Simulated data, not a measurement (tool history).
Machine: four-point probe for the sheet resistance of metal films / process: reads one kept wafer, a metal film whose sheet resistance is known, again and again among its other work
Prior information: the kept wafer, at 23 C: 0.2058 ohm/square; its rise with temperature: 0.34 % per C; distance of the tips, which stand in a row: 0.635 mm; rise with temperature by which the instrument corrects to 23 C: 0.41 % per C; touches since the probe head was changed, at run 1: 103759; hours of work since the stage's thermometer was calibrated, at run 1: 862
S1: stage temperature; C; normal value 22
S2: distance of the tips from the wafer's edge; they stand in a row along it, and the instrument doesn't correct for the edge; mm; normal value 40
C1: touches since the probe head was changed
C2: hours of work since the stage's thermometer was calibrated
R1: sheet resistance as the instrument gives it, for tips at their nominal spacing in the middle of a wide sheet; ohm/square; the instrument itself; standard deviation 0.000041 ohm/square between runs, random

{"run": 1, "day": 0.0, "S1": 22, "S2": 40, "C1": 103759, "C2": 862, "R1": 0.207261}
{"run": 2, "day": 6.0, "S1": 22, "S2": 40, "C1": 106782, "C2": 957, "R1": 0.207348}
{"run": 3, "day": 11.196, "S1": 22, "S2": 40, "C1": 109399, "C2": 1039, "R1": 0.207311}
{"run": 4, "day": 15.442, "S1": 22, "S2": 18, "C1": 111537, "C2": 1106, "R1": 0.207529}
{"run": 5, "day": 21.188, "S1": 22, "S2": 18, "C1": 114431, "C2": 1197, "R1": 0.207578}
{"run": 6, "day": 27.158, "S1": 22, "S2": 18, "C1": 117439, "C2": 1291, "R1": 0.20763}
{"run": 7, "day": 31.262, "S1": 22, "S2": 42, "C1": 119507, "C2": 1356, "R1": 0.207497}
{"run": 8, "day": 34.225, "S1": 22, "S2": 42, "C1": 120998, "C2": 1403, "R1": 0.207598}
{"run": 9, "day": 37.792, "S1": 22, "S2": 42, "C1": 122796, "C2": 1459, "R1": 0.207588}
{"run": 10, "day": 41.121, "S1": 22, "S2": 42, "C1": 124473, "C2": 1512, "R1": 0.207653}
{"run": 11, "day": 46.45, "S1": 22, "S2": 42, "C1": 127156, "C2": 1596, "R1": 0.207609}
{"run": 12, "day": 49.075, "S1": 22, "S2": 42, "C1": 128480, "C2": 1637, "R1": 0.207654}
{"run": 13, "day": 53.425, "S1": 22, "S2": 40, "C1": 130670, "C2": 1706, "R1": 0.207665}
{"run": 14, "day": 55.962, "S1": 22, "S2": 40, "C1": 131949, "C2": 1746, "R1": 0.207772}
{"day": 60.196, "done": "stage's thermometer calibrated"}
{"run": 15, "day": 60.929, "S1": 22, "S2": 40, "C1": 134439, "C2": 12, "R1": 0.20733}
{"run": 16, "day": 63.896, "S1": 29, "S2": 40, "C1": 135934, "C2": 58, "R1": 0.206368}
{"run": 17, "day": 67.133, "S1": 26, "S2": 40, "C1": 137564, "C2": 110, "R1": 0.206869}
{"run": 18, "day": 71.858, "S1": 26, "S2": 40, "C1": 139945, "C2": 184, "R1": 0.206859}
{"run": 19, "day": 75.733, "S1": 26, "S2": 40, "C1": 141896, "C2": 245, "R1": 0.206907}
{"run": 20, "day": 79.788, "S1": 29, "S2": 12, "C1": 143938, "C2": 309, "R1": 0.206796}
{"run": 21, "day": 83.367, "S1": 26, "S2": 49, "C1": 145742, "C2": 366, "R1": 0.206904}
{"run": 22, "day": 87.471, "S1": 26, "S2": 13, "C1": 147809, "C2": 431, "R1": 0.207219}
{"run": 23, "day": 92.058, "S1": 28, "S2": 5, "C1": 150120, "C2": 503, "R1": 0.208504}
{"run": 24, "day": 96.417, "S1": 28, "S2": 58, "C1": 152316, "C2": 572, "R1": 0.206794}
{"run": 25, "day": 101.446, "S1": 24, "S2": 7, "C1": 154848, "C2": 651, "R1": 0.208311}
{"run": 26, "day": 104.992, "S1": 23, "S2": 13, "C1": 156634, "C2": 707, "R1": 0.207825}
{"run": 27, "day": 107.717, "S1": 23, "S2": 13, "C1": 158008, "C2": 750, "R1": 0.207891}
{"run": 28, "day": 113.483, "S1": 26, "S2": 11, "C1": 160911, "C2": 841, "R1": 0.207481}

Estimate the outcome of run 29 from the log above:
{"run": 29, "day": 117.7, "S1": 28, "S2": 11, "C1": 163036, "C2": 908, "R1": "?"}

Run 29 produced R1 0.207288 ohm/square.
Had the tool carried no hidden state, the very same run would have given R1 0.205433 ohm/square.

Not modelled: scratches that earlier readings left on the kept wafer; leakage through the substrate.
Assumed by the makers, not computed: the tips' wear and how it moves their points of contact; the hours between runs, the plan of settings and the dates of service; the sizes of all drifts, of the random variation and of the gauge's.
